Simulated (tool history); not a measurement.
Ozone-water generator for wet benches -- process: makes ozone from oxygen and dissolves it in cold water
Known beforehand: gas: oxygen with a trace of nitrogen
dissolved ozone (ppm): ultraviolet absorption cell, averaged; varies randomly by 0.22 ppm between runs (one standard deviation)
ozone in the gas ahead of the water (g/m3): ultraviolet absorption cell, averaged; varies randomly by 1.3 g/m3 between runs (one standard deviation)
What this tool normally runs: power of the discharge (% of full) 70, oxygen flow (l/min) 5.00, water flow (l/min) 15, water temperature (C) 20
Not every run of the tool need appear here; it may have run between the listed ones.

| run | day | power of the discharge (% of full) | oxygen flow (l/min) | water flow (l/min) | water temperature (C) | dissolved ozone (ppm) | ozone in the gas ahead of the water (g/m3) |
|---|---|---|---|---|---|---|---|
| 1 | 0.000 | 70 | 5.00 | 15 | 20 | 32.2 | 240.5 |
| 2 | 4.883 | 70 | 5.00 | 17 | 20 | 29.1 | 244.7 |
| 3 | 8.958 | 70 | 5.00 | 17 | 20 | 29.3 | 241.2 |
| 4 | 11.388 | 70 | 5.00 | 17 | 20 | 29.3 | 240.5 |
| 5 | 13.825 | 70 | 6.93 | 15 | 20 | 30.3 | 195.7 |
| 6 | 19.142 | 70 | 6.93 | 15 | 20 | 30.5 | 196.3 |
| 7 | 24.000 | 70 | 5.00 | 15 | 20 | 31.6 | 240.7 |
| 8 | 29.042 | 70 | 5.00 | 15 | 20 | 31.5 | 237.1 |
| 9 | 32.979 | 70 | 5.00 | 15 | 20 | 31.2 | 237.7 |
| 10 | 37.275 | 70 | 5.00 | 15 | 20 | 31.3 | 234.9 |
| 11 | 40.458 | 70 | 5.00 | 15 | 20 | 31.0 | 234.1 |
| 12 | 43.983 | 70 | 4.32 | 15 | 20 | 31.2 | 257.2 |
| 13 | 49.121 | 70 | 4.32 | 15 | 20 | 31.3 | 253.2 |
| 14 | 52.079 | 70 | 5.00 | 15 | 24 | 28.8 | 230.7 |
| 15 | 55.129 | 70 | 5.00 | 15 | 24 | 28.7 | 232.6 |
| 16 | 59.208 | 70 | 5.00 | 15 | 24 | 28.5 | 230.9 |
| 17 | 61.896 | 74 | 3.87 | 15 | 14 | 35.9 | 282.9 |
| 18 | 66.983 | 74 | 3.87 | 15 | 14 | 35.6 | 282.0 |
| 19 | 69.783 | 59 | 7.98 | 15 | 14 | 27.5 | 153.5 |
| 20 | 72.417 | 76 | 3.06 | 22 | 23 | 22.9 | 325.0 |
| 21 | 76.717 | 70 | 5.00 | 15 | 16 | 32.2 | 229.2 |
| 22 | 80.008 | 86 | 5.00 | 11 | 20 | 43.8 | 270.0 |
| 23 | 85.179 | 68 | 3.86 | 9 | 18 | 44.2 | 256.6 |
| 24 | 89.779 | 68 | 3.86 | 9 | 18 | 44.0 | 257.0 |
|  | 91.729 | water thermometer calibrated |
| 25 | 93.000 | 70 | 5.00 | 9 | 20 | 40.4 | 226.4 |
| 26 | 97.921 | 49 | 3.58 | 9 | 20 | 32.9 | 210.6 |
| 27 | 102.929 | 49 | 3.58 | 9 | 20 | 32.8 | 210.5 |
| 28 | 105.512 | 58 | 3.58 | 9 | 18 | 38.8 | 238.3 |
| 29 | 110.554 | 58 | 3.58 | 9 | 13 | 42.5 | 238.5 |
| 30 | 112.979 | 58 | 3.58 | 9 | 13 | 41.7 | 235.9 |
| 31 | 116.454 | 58 | 3.58 | 18 | 13 | 24.3 | 235.8 |
| 32 | 119.088 | 58 | 3.58 | 18 | 13 | 24.3 | 233.6 |

Each run again, without the hidden state but with its own random variation kept:
Hidden conditions of the tool in this case: yield of the discharge, % of new electrodes'; contactor's efficiency, % of a clean one's; true water temperature over the reading, C; drift of the gauge itself on ozone_ppm, %; drift of the gauge itself on gas_g_m3, %.
| run | dissolved ozone (ppm) | ozone in the gas ahead of the water (g/m3) |
|---|---|---|
| 1 | 33.2 | 242.7 |
| 2 | 30.2 | 247.8 |
| 3 | 30.4 | 244.8 |
| 4 | 30.5 | 244.4 |
| 5 | 31.5 | 199.3 |
| 6 | 31.9 | 200.6 |
| 7 | 33.2 | 246.8 |
| 8 | 33.2 | 243.9 |
| 9 | 33.0 | 245.1 |
| 10 | 33.2 | 242.9 |
| 11 | 33.0 | 242.7 |
| 12 | 33.3 | 267.1 |
| 13 | 33.6 | 264.0 |
| 14 | 30.9 | 240.9 |
| 15 | 30.9 | 243.4 |
| 16 | 30.8 | 242.2 |
| 17 | 38.9 | 297.9 |
| 18 | 38.8 | 298.0 |
| 19 | 29.7 | 161.0 |
| 20 | 25.3 | 345.3 |
| 21 | 35.3 | 243.3 |
| 22 | 48.3 | 290.2 |
| 23 | 48.0 | 273.7 |
| 24 | 48.0 | 274.9 |
| 25 | 44.2 | 243.1 |
| 26 | 35.5 | 222.1 |
| 27 | 35.4 | 222.6 |
| 28 | 42.5 | 255.1 |
| 29 | 46.6 | 256.0 |
| 30 | 45.9 | 253.5 |
| 31 | 27.3 | 253.9 |
| 32 | 27.3 | 252.1 |
